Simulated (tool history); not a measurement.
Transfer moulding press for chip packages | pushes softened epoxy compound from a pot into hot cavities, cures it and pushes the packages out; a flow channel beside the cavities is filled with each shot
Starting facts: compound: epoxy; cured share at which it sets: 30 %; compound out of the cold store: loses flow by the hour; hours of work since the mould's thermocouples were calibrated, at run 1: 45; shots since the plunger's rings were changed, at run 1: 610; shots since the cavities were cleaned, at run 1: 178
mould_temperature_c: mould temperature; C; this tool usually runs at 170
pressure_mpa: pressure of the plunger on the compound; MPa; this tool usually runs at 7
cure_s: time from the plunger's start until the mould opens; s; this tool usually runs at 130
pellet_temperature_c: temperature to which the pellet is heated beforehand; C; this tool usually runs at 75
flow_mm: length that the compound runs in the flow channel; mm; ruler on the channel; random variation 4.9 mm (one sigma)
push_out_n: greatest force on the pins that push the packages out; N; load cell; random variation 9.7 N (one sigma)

run    hour  mould_temperature_c  pressure_mpa  cure_s  pellet_temperature_c  hours of work since the mould's thermocouples were calibrated  shots since the plunger's rings were changed  shots since the cavities were cleaned  incoming compound's hours out of the cold store  flow_mm  push_out_n
  1       0                  170             7     130                    75                                                             45                                           610                                    178                                             10.1      664         511
  2    68.8                  170             7     130                    75                                                             73                                           986                                    554                                               15      648         581
         75  -- cavities cleaned with cleaning compound and waxed
  3   109.6                  170             7     130                    75                                                             89                                          1201                                    189                                             24.3      622         518
  4   158.2                  174             7     130                    75                                                            109                                          1466                                    454                                             16.4      624         500
      185.6  -- cavities cleaned with cleaning compound and waxed
  5   225.4                  170             7     130                    75                                                            136                                          1825                                    217                                             45.5      561         498
        295  -- cavities cleaned with cleaning compound and waxed
  6     295                  170          7.88     130                    75                                                            163                                          2197                                      0                                              9.1      690         470
  7   358.5                  170             7     130                    75                                                            189                                          2543                                    346                                             33.2      581         536
  8   392.3                  170             7     130                    75                                                            203                                          2728                                    531                                             18.7      609         602
      403.5  -- cavities cleaned with cleaning compound and waxed
  9   449.9                  170             7     130                    75                                                            226                                          3035                                    254                                             37.5      566         509
      465.8  -- plunger's sealing rings changed
 10   505.4                  170             7     130                    75                                                            247                                           216                                    543                                             41.1      589         562
      513.5  -- cavities cleaned with cleaning compound and waxed
 11     553                  170             7     130                    75                                                            266                                           468                                    216                                             17.4      634         526
 12   596.7                  170             7     130                    75                                                            284                                           707                                    455                                             41.5      579         559
        622  -- cavities cleaned with cleaning compound and waxed
 13   650.5                  170          5.21     130                    75                                                            305                                           992                                    156                                              8.4      572         507
 14   717.5                  167          7.19     140                    72                                                            332                                          1358                                    522                                             21.8      651         655
      731.4  -- cavities cleaned with cleaning compound and waxed
 15   754.8                  167          8.13     112                    67                                                            347                                          1554                                    128                                             47.6      614         797
 16   801.7                  167          8.13     144                    68                                                            366                                          1810                                    384                                             45.6      613         553
      841.6  -- cavities cleaned with cleaning compound and waxed
 17   863.4                  167          8.13     144                    68                                                            390                                          2138                                    118                                             16.4      691         518
 18   907.5                  164           8.7     144                    68                                                            408                                          2379                                    359                                             13.3      742         736
      949.1  -- cavities cleaned with cleaning compound and waxed
 19   980.3                  177          5.44     144                    68                                                            437                                          2769                                    171                                               40      478         410
 20  1037.5                  165          6.82     127                    75                                                            460                                          3081                                    483                                             32.8      599         836
     1046.4  -- plunger's sealing rings changed
       1054  -- mould's thermocouples calibrated
     1063.8  -- cavities cleaned with cleaning compound and waxed
 21  1080.2                  170          7.69     130                    75                                                             10                                           166                                     90                                             24.5      654         481
 22    1142                  170          7.69     130                    75                                                             35                                           503                                    427                                             33.4      643         539
     1172.9  -- cavities cleaned with cleaning compound and waxed
 23  1204.1                  170           6.9     129                    83                                                             60                                           834                                    171                                             38.5      578         472
     1280.7  -- cavities cleaned with cleaning compound and waxed
 24  1280.7                  170           6.9     129                    83                                                             90                                          1244                                      0                                             36.2      585         459
 25  1340.5                  177             7     130                    75                                                            115                                          1570                                    326                                             13.8      611         443
     1394.6  -- cavities cleaned with cleaning compound and waxed
 26  1413.2                  178          8.47     160                    72                                                            144                                          1959                                    101                                             39.3      602         399

Predict each of these 4 candidate next runs independently; none follows another, all start after run 26:
  A  1466.6                  170          7.18     130                    75                                                            165                                          2251                                    393                                              8.6        ?           ?
  B  1466.6                  170          5.45     138                    75                                                            165                                          2251                                    393                                             39.9        ?           ?
  C  1466.6                  168             7     130                    75                                                            165                                          2251                                    393                                             44.6        ?           ?
  D  1466.6                  165          8.47     130                    81                                                            165                                          2251                                    393                                             22.8        ?           ?

run  flow_mm  push_out_n
  A      659         576
  B      498         513
  C      560         602
  D      707         777
Without the tool's unlogged condition, the same runs would have read:
run  flow_mm  push_out_n
  A      679         454
  B      513         409
  C      576         474
  D      728         608
